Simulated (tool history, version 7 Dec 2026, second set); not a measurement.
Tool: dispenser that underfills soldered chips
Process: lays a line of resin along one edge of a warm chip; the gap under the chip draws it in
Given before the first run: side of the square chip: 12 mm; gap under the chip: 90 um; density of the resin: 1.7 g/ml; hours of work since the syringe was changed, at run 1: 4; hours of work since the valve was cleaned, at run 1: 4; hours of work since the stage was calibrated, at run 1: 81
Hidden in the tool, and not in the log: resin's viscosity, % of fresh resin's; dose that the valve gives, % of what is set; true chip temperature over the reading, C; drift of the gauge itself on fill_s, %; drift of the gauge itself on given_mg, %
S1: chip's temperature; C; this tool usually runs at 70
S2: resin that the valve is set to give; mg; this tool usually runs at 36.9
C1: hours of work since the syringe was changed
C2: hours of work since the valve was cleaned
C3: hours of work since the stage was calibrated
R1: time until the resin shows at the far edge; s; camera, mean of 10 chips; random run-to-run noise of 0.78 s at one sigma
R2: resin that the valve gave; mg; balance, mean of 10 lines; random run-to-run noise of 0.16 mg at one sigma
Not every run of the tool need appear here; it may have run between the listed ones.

Run 1, hour 0.0: usual settings; C1 4; C2 4; C3 81. Result: R1 95.9 s, R2 36.97 mg.
At hour 4.0: new syringe of resin.
Run 2, hour 5.5: usual settings but S2 36.4 mg; C1 1; C2 8; C3 84. Result: R1 77.8 s, R2 35.94 mg.
Run 3, hour 8.2: usual settings but S2 36.4 mg; C1 3; C2 10; C3 86. Result: R1 88.4 s, R2 35.85 mg.
At hour 14.5: new syringe of resin.
Run 4, hour 14.7: usual settings but S2 36.4 mg; C1 0; C2 14; C3 90. Result: R1 74.9 s, R2 36.22 mg.
Run 5, hour 21.0: usual settings but S2 36.2 mg; C1 4; C2 18; C3 95. Result: R1 94.8 s, R2 35.58 mg.
At hour 25.3: new syringe of resin.
Run 6, hour 26.7: usual settings but S2 36.2 mg; C1 1; C2 22; C3 98. Result: R1 77.3 s, R2 35.47 mg.
Run 7, hour 33.0: usual settings but S2 42.3 mg; C1 5; C2 26; C3 102. Result: R1 97.2 s, R2 41.53 mg.
At hour 36.1: new syringe of resin.
Run 8, hour 36.6: usual settings; C1 0; C2 28; C3 105. Result: R1 76.6 s, R2 36.11 mg.
Run 9, hour 39.2: usual settings but S2 43.7 mg; C1 2; C2 30; C3 106. Result: R1 82.8 s, R2 42.42 mg.
Run 10, hour 45.1: usual settings but S1 73 C; C1 6; C2 34; C3 110. Result: R1 92.6 s, R2 36.00 mg.
At hour 46.6: new syringe of resin.
Run 11, hour 50.9: usual settings but S1 73 C; C1 3; C2 37; C3 114. Result: R1 77.5 s, R2 35.93 mg.
Run 12, hour 53.5: usual settings but S1 73 C; C1 5; C2 39; C3 116. Result: R1 87.7 s, R2 35.68 mg.
At hour 57.4: new syringe of resin.
Run 13, hour 59.0: usual settings but S1 73 C; C1 1; C2 43; C3 119. Result: R1 68.8 s, R2 35.46 mg.
Run 14, hour 64.9: usual settings but S1 84 C, S2 43.4 mg; C1 5; C2 47; C3 123. Result: R1 56.2 s, R2 41.87 mg.
At hour 68.0: new syringe of resin.
Run 15, hour 69.7: usual settings but S1 62 C, S2 42.0 mg; C1 1; C2 50; C3 126. Result: R1 111.4 s, R2 40.15 mg.
Run 16, hour 74.3: usual settings but S1 83 C, S2 33.6 mg; C1 4; C2 53; C3 129. Result: R1 58.3 s, R2 32.11 mg.
At hour 78.8: new syringe of resin.
Run 17, hour 79.7: usual settings but S1 56 C, S2 35.3 mg; C1 1; C2 56; C3 133. Result: R1 142.6 s, R2 33.35 mg.
Run 18, hour 83.1: usual settings but S1 73 C, S2 45.3 mg; C1 3; C2 58; C3 135. Result: R1 78.2 s, R2 43.14 mg.
Run 19, hour 85.8: usual settings but S1 64 C; C1 5; C2 60; C3 137. Result: R1 128.8 s, R2 34.75 mg.
At hour 89.2: new syringe of resin.
Run 20, hour 90.3: usual settings but S1 62 C, S2 43.5 mg; C1 1; C2 63; C3 139. Result: R1 105.9 s, R2 41.01 mg.
Run 21, hour 94.1: usual settings but S1 56 C, S2 36.5 mg; C1 3; C2 65; C3 142. Result: R1 163.2 s, R2 34.35 mg.
Run 22, hour 98.6: usual settings but S1 71 C, S2 32.9 mg; C1 6; C2 68; C3 145. Result: R1 105.2 s, R2 30.98 mg.

Below are 4 alternative next runs, each starting from the tool's condition after run 22. Predict each:
At hour 99.7: new syringe of resin.
Run A, hour 105.2: usual settings but S1 77 C, S2 34.4 mg; C1 4; C2 73; C3 149. Result: R1 ?, R2 ?.
At hour 99.7: new syringe of resin.
Run B, hour 105.2: usual settings but S1 62 C, S2 32.3 mg; C1 4; C2 73; C3 149. Result: R1 ?, R2 ?.
At hour 99.7: new syringe of resin.
Run C, hour 105.2: usual settings but S2 44.8 mg; C1 4; C2 73; C3 149. Result: R1 ?, R2 ?.
At hour 99.7: new syringe of resin.
Run D, hour 105.2: usual settings but S1 64 C, S2 36.7 mg; C1 4; C2 73; C3 149. Result: R1 ?, R2 ?.

run     R1     R2
  A   70.9  32.46
  B  134.0  30.03
  C   93.0  42.18
  D  117.9  34.13
Had the tool no hidden state, the same runs would have come out as:
run     R1     R2
  A   54.6  34.69
  B  102.4  32.08
  C   71.9  45.07
  D   90.6  36.47
